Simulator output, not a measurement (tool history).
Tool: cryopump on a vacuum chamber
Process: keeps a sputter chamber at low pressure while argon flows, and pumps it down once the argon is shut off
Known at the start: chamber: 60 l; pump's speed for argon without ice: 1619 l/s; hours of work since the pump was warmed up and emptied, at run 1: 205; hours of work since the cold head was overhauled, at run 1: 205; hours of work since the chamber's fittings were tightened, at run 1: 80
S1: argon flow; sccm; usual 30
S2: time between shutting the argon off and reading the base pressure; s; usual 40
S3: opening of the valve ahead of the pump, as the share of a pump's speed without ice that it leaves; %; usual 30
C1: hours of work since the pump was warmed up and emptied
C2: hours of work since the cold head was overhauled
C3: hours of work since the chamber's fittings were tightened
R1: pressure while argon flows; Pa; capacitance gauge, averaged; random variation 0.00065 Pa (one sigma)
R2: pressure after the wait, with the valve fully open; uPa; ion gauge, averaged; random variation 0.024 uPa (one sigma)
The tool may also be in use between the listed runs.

| run | hour | S1 | S2 | S3 | C1 | C2 | C3 | R1 | R2 |
|---|---|---|---|---|---|---|---|---|---|
| 1 | 0.0 | 30 | 40 | 30 | 205 | 205 | 80 | 0.1052 | 0.97 |
| 2 | 15.3 | 30 | 40 | 30 | 214 | 214 | 89 | 0.1055 | 0.93 |
| 3 | 23.3 | 30 | 173 | 30 | 219 | 219 | 93 | 0.1067 | 0.42 |
| 4 | 40.6 | 30 | 40 | 30 | 229 | 229 | 103 | 0.1068 | 0.96 |
| 5 | 57.7 | 30 | 40 | 30 | 239 | 239 | 113 | 0.1069 | 0.99 |
| 6 | 67.3 | 30 | 40 | 30 | 244 | 244 | 119 | 0.1071 | 1.01 |
| 7 | 77.2 | 30 | 40 | 30 | 250 | 250 | 124 | 0.1072 | 0.96 |
| 8 | 89.4 | 30 | 40 | 30 | 257 | 257 | 131 | 0.1080 | 0.98 |
| 9 | 106.8 | 30 | 40 | 30 | 267 | 267 | 141 | 0.1069 | 0.98 |
| 10 | 122.9 | 30 | 40 | 30 | 276 | 276 | 151 | 0.1078 | 1.01 |
| 11 | 134.4 | 19 | 40 | 30 | 283 | 283 | 157 | 0.0688 | 1.03 |
| 12 | 150.8 | 19 | 40 | 30 | 293 | 293 | 167 | 0.0677 | 1.05 |
| 13 | 167.5 | 19 | 40 | 30 | 302 | 302 | 177 | 0.0675 | 1.08 |
| 14 | 185.8 | 31 | 47 | 38 | 313 | 313 | 187 | 0.0889 | 0.93 |
| 15 | 201.2 | 23 | 159 | 51 | 322 | 322 | 196 | 0.0494 | 0.51 |
| 16 | 217.1 | 23 | 159 | 51 | 331 | 331 | 205 | 0.0496 | 0.53 |
| 17 | 235.9 | 23 | 31 | 51 | 342 | 342 | 216 | 0.0503 | 1.27 |
| 18 | 253.2 | 21 | 45 | 27 | 352 | 352 | 226 | 0.0855 | 0.99 |
| 19 | 264.9 | 21 | 45 | 27 | 359 | 359 | 233 | 0.0838 | 0.97 |
| 20 | 282.1 | 47 | 40 | 30 | 369 | 369 | 243 | 0.1699 | 1.04 |
| 21 | 297.6 | 28 | 40 | 30 | 378 | 378 | 252 | 0.0999 | 1.07 |
| 22 | 314.1 | 30 | 112 | 16 | 387 | 387 | 261 | 0.2014 | 0.63 |
| 23 | 326.5 | 23 | 87 | 60 | 394 | 394 | 269 | 0.0443 | 0.70 |
| 24 | 337.4 | 21 | 155 | 41 | 401 | 401 | 275 | 0.0569 | 0.60 |
| 25 | 354.5 | 59 | 292 | 50 | 410 | 410 | 285 | 0.1330 | 0.54 |
| 26 | 363.3 | 59 | 292 | 50 | 415 | 415 | 290 | 0.1332 | 0.47 |

Measured less the same run without the tool's hidden state. The same run-to-run variation is in both; the gauge's scatter may not be:
The hidden state here: pump's speed, % of a pump's without ice; cold plate's temperature, K; leak into the chamber, uPa l/s; drift of the gauge itself on working_pa, %; drift of the gauge itself on base_upa, %.
| run | R1 | R2 |
|---|---|---|
| 1 | +0.0022 | +0.08 |
| 2 | +0.0023 | +0.09 |
| 3 | +0.0024 | +0.09 |
| 4 | +0.0025 | +0.09 |
| 5 | +0.0026 | +0.11 |
| 6 | +0.0027 | +0.11 |
| 7 | +0.0028 | +0.11 |
| 8 | +0.0029 | +0.12 |
| 9 | +0.0030 | +0.13 |
| 10 | +0.0030 | +0.13 |
| 11 | +0.0020 | +0.14 |
| 12 | +0.0021 | +0.15 |
| 13 | +0.0021 | +0.15 |
| 14 | +0.0036 | +0.15 |
| 15 | +0.0028 | +0.16 |
| 16 | +0.0029 | +0.17 |
| 17 | +0.0030 | +0.17 |
| 18 | +0.0028 | +0.18 |
| 19 | +0.0028 | +0.19 |
| 20 | +0.0066 | +0.19 |
| 21 | +0.0040 | +0.21 |
| 22 | +0.0045 | +0.20 |
| 23 | +0.0035 | +0.21 |
| 24 | +0.0033 | +0.22 |
| 25 | +0.0095 | +0.24 |
| 26 | +0.0096 | +0.23 |
